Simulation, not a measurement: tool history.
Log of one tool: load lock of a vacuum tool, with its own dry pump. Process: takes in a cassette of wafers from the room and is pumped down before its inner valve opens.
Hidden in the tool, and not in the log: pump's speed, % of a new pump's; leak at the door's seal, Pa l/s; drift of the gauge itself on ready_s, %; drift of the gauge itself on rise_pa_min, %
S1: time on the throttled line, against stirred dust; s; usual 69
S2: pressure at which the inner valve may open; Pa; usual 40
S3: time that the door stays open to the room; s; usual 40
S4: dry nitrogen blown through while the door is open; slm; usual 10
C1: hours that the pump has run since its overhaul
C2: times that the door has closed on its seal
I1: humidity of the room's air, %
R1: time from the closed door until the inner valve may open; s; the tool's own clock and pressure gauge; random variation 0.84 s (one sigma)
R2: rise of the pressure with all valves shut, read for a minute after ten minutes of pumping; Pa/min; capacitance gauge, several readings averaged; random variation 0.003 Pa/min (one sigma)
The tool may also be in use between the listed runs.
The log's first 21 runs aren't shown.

run    hour   S1  S2   S3  S4     C1     C2    I1     R1     R2
 22  5046.1   69  32   27  10  11858  33907  43.5    133  0.029
 23  5321.5   69  32   27  10  12133  34609  44.6    133  0.025
 24    5638   52  32  111   8  12449  35415  44.2  119.9   0.08
 25  5975.5   52  32  129  28  12787  36275  48.5  118.7  0.067
 26  6234.2   52  32  129  28  13046  36934  45.2  117.9  0.064
 27  6522.6   72  52   98   5  13334  37669  44.9  129.8   0.08
 28  6705.7   98  52   98   5  13517  38136    44  148.6  0.076
 29    7019   47  42   94  12  13830  38934  46.4  114.1  0.069
 30  7355.9   47  42   78  12  14167  39792  45.1  112.9  0.055
 31    7549   69  37   38  10  14360  40284  44.6  130.5  0.036
 32  7764.2   69  37   38  19  14576  40832  45.9  131.1  0.033
 33  8102.5   43  40   40  10  14914  41694  43.7  110.2  0.038
 34    8271   69  40  199  15  15082  42124    43  130.1  0.098
 35  8471.2   69  40   39  15  15283  42634  45.8  130.7  0.034
 36  8681.5   82  30  126  13  15493  43170  44.4  143.8  0.077
 37  8870.2  138  40   40  10  15682  43651  43.7    189  0.033

Forecast each of these 4 alternatives for the next run:
  A  9149.2  69  40  40  35  15961  44361  46.6   ?   ?
  B  9149.2  69  77  40   8  15961  44361  45.3   ?   ?
  C  9149.2  60  40  40  10  15961  44361  41.9   ?   ?
  D  9149.2  40  53  40  10  15961  44361  42.5   ?   ?

run     R1     R2
  A  129.9  0.025
  B  124.4  0.037
  C  123.2  0.032
  D  103.8  0.039
Without the tool's hidden state the same runs would have given:
run     R1     R2
  A  129.8  0.024
  B  124.3  0.036
  C  123.2  0.031
  D  103.7  0.039

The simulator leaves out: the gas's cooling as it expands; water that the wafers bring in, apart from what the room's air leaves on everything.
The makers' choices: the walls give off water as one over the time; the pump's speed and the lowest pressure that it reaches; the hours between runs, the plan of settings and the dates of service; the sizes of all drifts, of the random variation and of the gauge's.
